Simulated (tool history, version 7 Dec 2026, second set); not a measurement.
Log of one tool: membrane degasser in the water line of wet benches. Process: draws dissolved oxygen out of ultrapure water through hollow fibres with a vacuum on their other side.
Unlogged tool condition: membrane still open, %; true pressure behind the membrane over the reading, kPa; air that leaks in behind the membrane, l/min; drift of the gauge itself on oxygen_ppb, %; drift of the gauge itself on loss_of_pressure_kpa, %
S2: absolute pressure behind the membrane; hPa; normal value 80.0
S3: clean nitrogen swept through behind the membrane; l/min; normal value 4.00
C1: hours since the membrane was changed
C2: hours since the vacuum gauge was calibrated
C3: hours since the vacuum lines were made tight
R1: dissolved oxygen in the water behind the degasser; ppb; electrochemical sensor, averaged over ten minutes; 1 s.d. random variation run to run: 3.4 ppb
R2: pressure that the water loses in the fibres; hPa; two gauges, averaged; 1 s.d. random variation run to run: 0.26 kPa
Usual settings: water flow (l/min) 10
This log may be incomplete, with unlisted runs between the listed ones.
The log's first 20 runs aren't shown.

{"run": 21, "hour": 3455.2, "water flow (l/min)": 6, "S2": 77.8, "S3": 3.09, "C1": 4629, "C2": 397, "C3": 4261, "R1": 78.7, "R2": 427.3}
{"run": 22, "hour": 3629.1, "water flow (l/min)": 6, "S2": 77.8, "S3": 3.09, "C1": 4803, "C2": 571, "C3": 4435, "R1": 79.6, "R2": 427.4}
{"run": 23, "hour": 3791.1, "water flow (l/min)": 6, "S2": 184.1, "S3": 3.09, "C1": 4965, "C2": 733, "C3": 4597, "R1": 130.5, "R2": 429.8}
{"run": 24, "hour": 4037.1, "water flow (l/min)": 10, "S2": 148.0, "S3": 4.0, "C1": 5211, "C2": 979, "C3": 4843, "R1": 417.6, "R2": 711.9}
{"run": 25, "hour": 4163.8, "water flow (l/min)": 8, "S2": 98.6, "S3": 5.95, "C1": 5338, "C2": 1105, "C3": 4970, "R1": 199.0, "R2": 571.9}
{"run": 26, "hour": 4375.1, "water flow (l/min)": 8, "S2": 59.3, "S3": 9.24, "C1": 5549, "C2": 1317, "C3": 5181, "R1": 182.7, "R2": 574.6}
{"run": 27, "hour": 4479.6, "water flow (l/min)": 8, "S2": 82.0, "S3": 2.2, "C1": 5654, "C2": 1421, "C3": 5286, "R1": 225.9, "R2": 570.7}
{"run": 28, "hour": 4695.2, "water flow (l/min)": 8, "S2": 82.0, "S3": 2.2, "C1": 5869, "C2": 1637, "C3": 5501, "R1": 223.5, "R2": 573.3}
{"run": 29, "hour": 4891.7, "water flow (l/min)": 8, "S2": 82.0, "S3": 2.2, "C1": 6066, "C2": 1833, "C3": 5698, "R1": 224.9, "R2": 574.0}
{"run": 30, "hour": 4994.3, "water flow (l/min)": 8, "S2": 82.0, "S3": 2.2, "C1": 6168, "C2": 1936, "C3": 5800, "R1": 229.1, "R2": 577.4}
{"run": 31, "hour": 5132.9, "water flow (l/min)": 8, "S2": 82.0, "S3": 2.2, "C1": 6307, "C2": 2074, "C3": 5939, "R1": 226.7, "R2": 576.0}
{"run": 32, "hour": 5353.4, "water flow (l/min)": 8, "S2": 82.0, "S3": 2.2, "C1": 6527, "C2": 2295, "C3": 6160, "R1": 228.9, "R2": 577.8}
{"run": 33, "hour": 5481.2, "water flow (l/min)": 10, "S2": 88.8, "S3": 5.11, "C1": 6655, "C2": 2423, "C3": 6287, "R1": 391.1, "R2": 720.7}

Alternative continuations, all from the tool just after run 33; predict every row:
{"run": "A", "hour": 5595.2, "water flow (l/min)": 7, "S2": 80.0, "S3": 4.0, "C1": 6769, "C2": 2537, "C3": 6401, "R1": "?", "R2": "?"}
{"run": "B", "hour": 5595.2, "water flow (l/min)": 10, "S2": 104.0, "S3": 2.32, "C1": 6769, "C2": 2537, "C3": 6401, "R1": "?", "R2": "?"}
{"run": "C", "hour": 5595.2, "water flow (l/min)": 10, "S2": 142.5, "S3": 5.11, "C1": 6769, "C2": 2537, "C3": 6401, "R1": "?", "R2": "?"}

run=A R1=136.5 R2=504.9
run=B R1=432.0 R2=717.0
run=C R1=424.2 R2=722.2
What these runs would have given with no unlogged condition in the tool:
run=A R1=112.9 R2=480.5
run=B R1=377.0 R2=682.3
run=C R1=368.6 R2=687.3
